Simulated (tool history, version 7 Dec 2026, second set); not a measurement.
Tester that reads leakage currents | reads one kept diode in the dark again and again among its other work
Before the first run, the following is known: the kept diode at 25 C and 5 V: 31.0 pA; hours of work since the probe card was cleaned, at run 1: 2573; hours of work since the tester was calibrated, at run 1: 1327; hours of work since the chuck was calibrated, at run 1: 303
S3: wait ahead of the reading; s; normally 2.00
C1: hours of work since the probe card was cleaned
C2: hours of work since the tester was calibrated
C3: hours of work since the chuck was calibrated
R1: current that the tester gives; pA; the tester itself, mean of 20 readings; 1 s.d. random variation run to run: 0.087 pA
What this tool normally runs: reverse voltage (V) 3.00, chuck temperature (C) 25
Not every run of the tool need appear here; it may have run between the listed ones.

Run 1, hour 0.0: usual settings; C1 2573; C2 1327; C3 303. Result: R1 31.56 pA.
Run 2, hour 202.3: usual settings; C1 2724; C2 1478; C3 454. Result: R1 33.03 pA.
Run 3, hour 341.6: usual settings but chuck temperature (C) 39; C1 2828; C2 1582; C3 558. Result: R1 79.35 pA.
Run 4, hour 448.2: usual settings but chuck temperature (C) 39; C1 2908; C2 1662; C3 638. Result: R1 81.40 pA.
At hour 560.0: chuck's temperature calibrated.
Run 5, hour 666.7: usual settings but S3 4.95 s; C1 3070; C2 1824; C3 80. Result: R1 37.04 pA.
Run 6, hour 818.7: usual settings but S3 4.95 s; C1 3183; C2 1938; C3 193. Result: R1 38.28 pA.
Run 7, hour 938.3: usual settings but S3 4.95 s; C1 3273; C2 2027; C3 283. Result: R1 39.24 pA.
At hour 1008.5: probe card cleaned and baked.
At hour 1067.4: chuck's temperature calibrated, once more.
Run 8, hour 1067.4: usual settings but S3 4.95 s; C1 43; C2 2120; C3 0. Result: R1 23.17 pA.
Run 9, hour 1198.5: usual settings but reverse voltage (V) 19.25, S3 0.72 s; C1 141; C2 2218; C3 98. Result: R1 76.74 pA.
Run 10, hour 1400.8: usual settings but reverse voltage (V) 4.35; C1 292; C2 2369; C3 249. Result: R1 31.60 pA.
Run 11, hour 1616.6: usual settings but reverse voltage (V) 4.35; C1 453; C2 2530; C3 411. Result: R1 33.87 pA.
Run 12, hour 1743.3: usual settings but reverse voltage (V) 1.53, chuck temperature (C) 26; C1 548; C2 2625; C3 505. Result: R1 20.09 pA.
Run 13, hour 1873.9: usual settings but reverse voltage (V) 1.53, chuck temperature (C) 26; C1 645; C2 2723; C3 603. Result: R1 20.65 pA.
At hour 2018.7: chuck's temperature calibrated.
Run 14, hour 2018.7: usual settings but reverse voltage (V) 1.53, chuck temperature (C) 27, S3 0.45 s; C1 752; C2 2829; C3 0. Result: R1 20.05 pA.
Run 15, hour 2221.1: usual settings but reverse voltage (V) 13.58; C1 903; C2 2981; C3 151. Result: R1 69.01 pA.
Run 16, hour 2376.3: usual settings but reverse voltage (V) 3.72, chuck temperature (C) 38, S3 1.23 s; C1 1019; C2 3097; C3 267. Result: R1 74.91 pA.

Branching from run 16: 3 alternative next runs. What would each branch give?
Run A, hour 2563.6: usual settings but reverse voltage (V) 8.79, S3 1.46 s; C1 1160; C2 3237; C3 407. Result: R1 ?.
Run B, hour 2563.6: usual settings but reverse voltage (V) 1.13, chuck temperature (C) 24; C1 1160; C2 3237; C3 407. Result: R1 ?.
Run C, hour 2563.6: usual settings but reverse voltage (V) 3.72, chuck temperature (C) 38, S3 1.63 s; C1 1160; C2 3237; C3 407. Result: R1 ?.

run     R1
  A  57.69
  B  14.94
  C  77.84
Without the tool's unlogged condition, the same runs would have read:
run     R1
  A  44.45
  B  12.59
  C  68.22
